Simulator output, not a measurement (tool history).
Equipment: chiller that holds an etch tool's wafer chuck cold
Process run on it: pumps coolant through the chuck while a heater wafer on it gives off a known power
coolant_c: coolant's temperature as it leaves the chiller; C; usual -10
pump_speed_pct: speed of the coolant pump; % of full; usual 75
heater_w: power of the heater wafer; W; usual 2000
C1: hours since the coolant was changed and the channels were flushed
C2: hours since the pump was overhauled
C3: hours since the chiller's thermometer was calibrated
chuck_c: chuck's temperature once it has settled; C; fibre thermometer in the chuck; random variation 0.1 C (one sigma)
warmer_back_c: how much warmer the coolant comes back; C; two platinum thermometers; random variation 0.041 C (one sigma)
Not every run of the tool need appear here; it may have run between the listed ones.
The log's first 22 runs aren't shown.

run 23 hour=480.6 | coolant_c=-19 pump_speed_pct=79 heater_w=1460 | C1=927 C2=1191 C3=3186 | chuck_c=-8.3 warmer_back_c=6.53
run 24 hour=501.8 | coolant_c=-19 pump_speed_pct=79 heater_w=1460 | C1=948 C2=1212 C3=3207 | chuck_c=-8.5 warmer_back_c=6.56
run 25 hour=526.1 | coolant_c=-19 pump_speed_pct=79 heater_w=1460 | C1=973 C2=1236 C3=3232 | chuck_c=-8.5 warmer_back_c=6.55
run 26 hour=556.2 | coolant_c=-19 pump_speed_pct=79 heater_w=1460 | C1=1003 C2=1267 C3=3262 | chuck_c=-8.6 warmer_back_c=6.59
run 27 hour=572.0 | coolant_c=-19 pump_speed_pct=79 heater_w=1460 | C1=1019 C2=1282 C3=3277 | chuck_c=-8.7 warmer_back_c=6.67
run 28 hour=586.2 | coolant_c=-16 pump_speed_pct=75 heater_w=2000 | C1=1033 C2=1296 C3=3292 | chuck_c=-0.5 warmer_back_c=9.61
run 29 hour=599.8 | coolant_c=-10 pump_speed_pct=90 heater_w=2000 | C1=1046 C2=1310 C3=3305 | chuck_c=2.8 warmer_back_c=7.83
run 30 hour=630.0 | coolant_c=-10 pump_speed_pct=90 heater_w=2000 | C1=1077 C2=1340 C3=3336 | chuck_c=2.6 warmer_back_c=7.95
run 31 hour=644.8 | coolant_c=-12 pump_speed_pct=89 heater_w=1407 | C1=1091 C2=1355 C3=3350 | chuck_c=-3.0 warmer_back_c=5.74

Branching from run 31: 4 alternative next runs. What would each branch give?
run A hour=675.4 | coolant_c=-12 pump_speed_pct=73 heater_w=1636 | C1=1122 C2=1386 C3=3381 | chuck_c=? warmer_back_c=?
run B hour=675.4 | coolant_c=-2 pump_speed_pct=63 heater_w=1633 | C1=1122 C2=1386 C3=3381 | chuck_c=? warmer_back_c=?
run C hour=675.4 | coolant_c=-20 pump_speed_pct=75 heater_w=2000 | C1=1122 C2=1386 C3=3381 | chuck_c=? warmer_back_c=?
run D hour=675.4 | coolant_c=-14 pump_speed_pct=75 heater_w=2000 | C1=1122 C2=1386 C3=3381 | chuck_c=? warmer_back_c=?

run=A chuck_c=0.5 warmer_back_c=8.19
run=B chuck_c=12.7 warmer_back_c=9.62
run=C chuck_c=-4.7 warmer_back_c=9.63
run=D chuck_c=1.1 warmer_back_c=9.66
The same runs, with their run-to-run variation unchanged, on a tool lacking any hidden condition would have given:
run=A chuck_c=0.5 warmer_back_c=7.95
run=B chuck_c=12.7 warmer_back_c=9.38
run=C chuck_c=-4.7 warmer_back_c=9.39
run=D chuck_c=1.1 warmer_back_c=9.42

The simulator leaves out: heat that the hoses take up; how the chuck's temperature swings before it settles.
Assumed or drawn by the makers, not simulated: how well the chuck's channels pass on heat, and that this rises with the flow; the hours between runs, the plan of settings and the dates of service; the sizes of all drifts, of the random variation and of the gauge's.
